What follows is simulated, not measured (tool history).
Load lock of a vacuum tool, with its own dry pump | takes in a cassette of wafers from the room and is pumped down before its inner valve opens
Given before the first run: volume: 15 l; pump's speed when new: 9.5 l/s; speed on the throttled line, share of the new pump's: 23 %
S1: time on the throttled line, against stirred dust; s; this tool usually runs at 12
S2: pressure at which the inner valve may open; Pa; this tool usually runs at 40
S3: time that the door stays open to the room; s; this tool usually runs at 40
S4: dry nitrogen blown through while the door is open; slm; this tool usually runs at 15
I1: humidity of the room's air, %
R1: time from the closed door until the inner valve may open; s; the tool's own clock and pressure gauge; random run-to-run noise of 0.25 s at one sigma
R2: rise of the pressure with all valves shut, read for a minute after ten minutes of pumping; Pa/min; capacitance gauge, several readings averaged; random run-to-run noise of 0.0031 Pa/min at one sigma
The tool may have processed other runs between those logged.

{"run": 1, "hour": 0.0, "S1": 12, "S2": 40, "S3": 40, "S4": 15, "I1": 44.2, "R1": 21.7, "R2": 0.39}
{"run": 2, "hour": 119.6, "S1": 12, "S2": 40, "S3": 109, "S4": 15, "I1": 47.7, "R1": 21.3, "R2": 0.429}
{"run": 3, "hour": 220.3, "S1": 12, "S2": 40, "S3": 109, "S4": 15, "I1": 45.2, "R1": 22.2, "R2": 0.425}
{"run": 4, "hour": 337.0, "S1": 12, "S2": 40, "S3": 109, "S4": 15, "I1": 41.0, "R1": 22.1, "R2": 0.421}
{"run": 5, "hour": 447.6, "S1": 12, "S2": 40, "S3": 109, "S4": 15, "I1": 43.0, "R1": 21.9, "R2": 0.429}
{"run": 6, "hour": 531.9, "S1": 12, "S2": 40, "S3": 109, "S4": 15, "I1": 44.6, "R1": 22.0, "R2": 0.432}
{"hour": 562.9, "done": "door's seal changed, seat wiped"}
{"run": 7, "hour": 600.3, "S1": 12, "S2": 38, "S3": 40, "S4": 15, "I1": 45.1, "R1": 21.9, "R2": 0.063}
{"run": 8, "hour": 706.5, "S1": 12, "S2": 38, "S3": 40, "S4": 15, "I1": 43.5, "R1": 21.9, "R2": 0.06}
{"run": 9, "hour": 837.7, "S1": 12, "S2": 40, "S3": 210, "S4": 15, "I1": 45.2, "R1": 22.3, "R2": 0.123}
{"run": 10, "hour": 971.4, "S1": 12, "S2": 40, "S3": 210, "S4": 15, "I1": 43.3, "R1": 22.1, "R2": 0.118}
{"run": 11, "hour": 1091.2, "S1": 12, "S2": 38, "S3": 210, "S4": 15, "I1": 44.8, "R1": 21.9, "R2": 0.129}
{"run": 12, "hour": 1190.4, "S1": 12, "S2": 40, "S3": 40, "S4": 40, "I1": 46.5, "R1": 22.5, "R2": 0.047}
{"run": 13, "hour": 1318.7, "S1": 12, "S2": 71, "S3": 40, "S4": 11, "I1": 46.4, "R1": 20.4, "R2": 0.075}
{"run": 14, "hour": 1437.1, "S1": 12, "S2": 40, "S3": 58, "S4": 15, "I1": 47.1, "R1": 22.6, "R2": 0.079}
{"run": 15, "hour": 1577.8, "S1": 12, "S2": 71, "S3": 40, "S4": 20, "I1": 44.8, "R1": 21.2, "R2": 0.062}
{"run": 16, "hour": 1719.3, "S1": 8, "S2": 30, "S3": 169, "S4": 41, "I1": 41.6, "R1": 19.2, "R2": 0.073}
{"run": 17, "hour": 1864.8, "S1": 12, "S2": 55, "S3": 40, "S4": 15, "I1": 42.1, "R1": 21.4, "R2": 0.068}
{"run": 18, "hour": 2008.0, "S1": 11, "S2": 35, "S3": 53, "S4": 36, "I1": 44.0, "R1": 21.6, "R2": 0.062}
{"run": 19, "hour": 2139.4, "S1": 11, "S2": 35, "S3": 53, "S4": 14, "I1": 44.0, "R1": 21.2, "R2": 0.082}
{"run": 20, "hour": 2231.0, "S1": 12, "S2": 58, "S3": 40, "S4": 15, "I1": 43.9, "R1": 21.4, "R2": 0.077}
{"run": 21, "hour": 2348.1, "S1": 6, "S2": 31, "S3": 42, "S4": 15, "I1": 47.5, "R1": 18.1, "R2": 0.082}
{"run": 22, "hour": 2422.3, "S1": 6, "S2": 72, "S3": 109, "S4": 19, "I1": 42.4, "R1": 16.7, "R2": 0.097}
{"run": 23, "hour": 2488.3, "S1": 12, "S2": 40, "S3": 66, "S4": 15, "I1": 45.7, "R1": 22.4, "R2": 0.088}

How would selected steps in R1 from run to run divide? Give the signed amount a tool lacking its hidden state would still show from settings, what came in and random variation, and the signed amount left for the hidden state, including any gauge scatter that is not in both of the compared results.
Hidden state at play: pump's speed, % of a new pump's; leak at the door's seal, Pa l/s; drift of the gauge itself on ready_s, %; drift of the gauge itself on rise_pa_min, %.
Run 5 -> 6: settings left as they were, no log entry in between. R1 +0.1 s: hidden state +0.1, all else +0.0.
Run 7 -> 8: settings left as they were, no log entry in between. R1 +0.0 s: hidden state -0.1, all else +0.1.
Run 20 -> 21: S1 12 -> 6, S2 58 -> 31, S3 40 -> 42. R1 -3.3 s: hidden state +0.1, all else -3.4.
Run 22 -> 23: S1 6 -> 12, S2 72 -> 40, S3 109 -> 66, S4 19 -> 15. R1 +5.7 s: hidden state +0.0, all else +5.7.
